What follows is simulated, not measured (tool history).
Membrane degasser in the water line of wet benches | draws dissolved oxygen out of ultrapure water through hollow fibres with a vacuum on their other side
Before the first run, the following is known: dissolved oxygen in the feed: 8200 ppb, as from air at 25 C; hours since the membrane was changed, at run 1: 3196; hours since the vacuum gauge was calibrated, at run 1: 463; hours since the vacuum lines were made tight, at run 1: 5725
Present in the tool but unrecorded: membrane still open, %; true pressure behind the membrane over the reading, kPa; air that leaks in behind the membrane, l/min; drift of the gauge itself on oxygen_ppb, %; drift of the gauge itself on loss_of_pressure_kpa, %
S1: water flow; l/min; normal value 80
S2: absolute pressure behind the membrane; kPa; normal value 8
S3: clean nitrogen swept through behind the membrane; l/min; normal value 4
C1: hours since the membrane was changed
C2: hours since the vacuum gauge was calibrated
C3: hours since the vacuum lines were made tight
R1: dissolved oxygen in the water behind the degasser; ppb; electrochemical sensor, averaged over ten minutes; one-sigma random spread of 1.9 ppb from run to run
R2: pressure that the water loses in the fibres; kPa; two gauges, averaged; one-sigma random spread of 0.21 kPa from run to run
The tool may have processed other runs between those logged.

run,hour,S1,S2,S3,C1,C2,C3,R1,R2
1,0,80,8,4,3196,463,5725,209.2,48.29
2,58.3,80,8,8.89,3255,521,5783,105.1,48.61
3,116.9,80,8,8.89,3313,580,5842,104.4,48.43
4,162.9,80,8,8.89,3359,626,5888,105.2,48.65
5,206.1,80,8,8.89,3402,669,5931,104.2,48.26
6,252.2,80,8,8.89,3448,715,5977,103.6,48.5
7,328.1,80,8,1.68,3524,791,6053,428.3,48.57
8,382.9,125,8,1.68,3579,846,6108,589.6,75.57
9,418.3,80,8,4,3615,881,6143,209.7,48.83
10,455,80,8,4,3651,918,6180,213.5,48.6
11,529.2,80,8,4,3725,992,6254,214.1,48.58
12,590.3,66,8,4,3787,1053,6315,179,40.14
# hour 596.9: vacuum gauge calibrated
13,664,80,7.57,4,3860,67,6388,192,48.41
14,715.5,80,8,4,3911,119,6440,216.4,48.27
15,773.5,80,9.14,4,3969,177,6498,260.2,48.82
16,819.1,80,9.14,4,4015,222,6543,262.5,48.58
17,855.1,80,9.14,2.83,4051,258,6579,351.6,48.31
# hour 922: vacuum gauge calibrated, once more
18,932.2,80,7.54,2.83,4127,10,6656,255.8,48.71
19,1014.2,80,8,4.87,4209,92,6738,181.2,48.81
20,1065.4,80,8,4.87,4261,143,6789,180.8,48.54
21,1131.8,106,8,4.87,4327,210,6856,233.5,64.57
22,1183.4,80,14.03,6.54,4379,261,6907,303.5,48.9
23,1265.8,124,7.67,3.51,4461,344,6990,320.9,75.13
24,1336.5,113,10.73,11.54,4532,414,7060,176,68.81
25,1414.4,113,10.73,11.54,4610,492,7138,177.2,69.14
26,1464.4,98,16.05,2.74,4660,542,7188,862.4,59.77
27,1528.6,80,12.54,3.24,4724,607,7252,483.2,49.14
28,1589,61,8,9.16,4784,667,7313,77.3,37.36
29,1667.9,86,8,5.64,4863,746,7392,168,51.97
30,1738.9,86,8,5.64,4934,817,7463,168,52.57
31,1777.4,70,8,3.1,4973,855,7501,234.9,42.92

For each entry between runs, how does the tool's hidden state at the last listed run before it compare with that at the first listed run after it?
After run 12, before run 13: vacuum gauge calibrated (hour 596.9)
  true pressure behind the membrane over the reading, kPa: 0.02 -> 0.03; air that leaks in behind the membrane, l/min: 0.0078 -> 0.0079
  what was measured, less what the result would be without the hidden state, R1: +1 -> +1.7 ppb; R2: +0.63 -> +0.76 kPa
After run 17, before run 18: vacuum gauge calibrated, once more (hour 922)
  true pressure behind the membrane over the reading, kPa: 0.04 -> 0.02
  what was measured, less what the result would be without the hidden state, R1: +2.5 -> +1.5 ppb; R2: +0.81 -> +0.83 kPa

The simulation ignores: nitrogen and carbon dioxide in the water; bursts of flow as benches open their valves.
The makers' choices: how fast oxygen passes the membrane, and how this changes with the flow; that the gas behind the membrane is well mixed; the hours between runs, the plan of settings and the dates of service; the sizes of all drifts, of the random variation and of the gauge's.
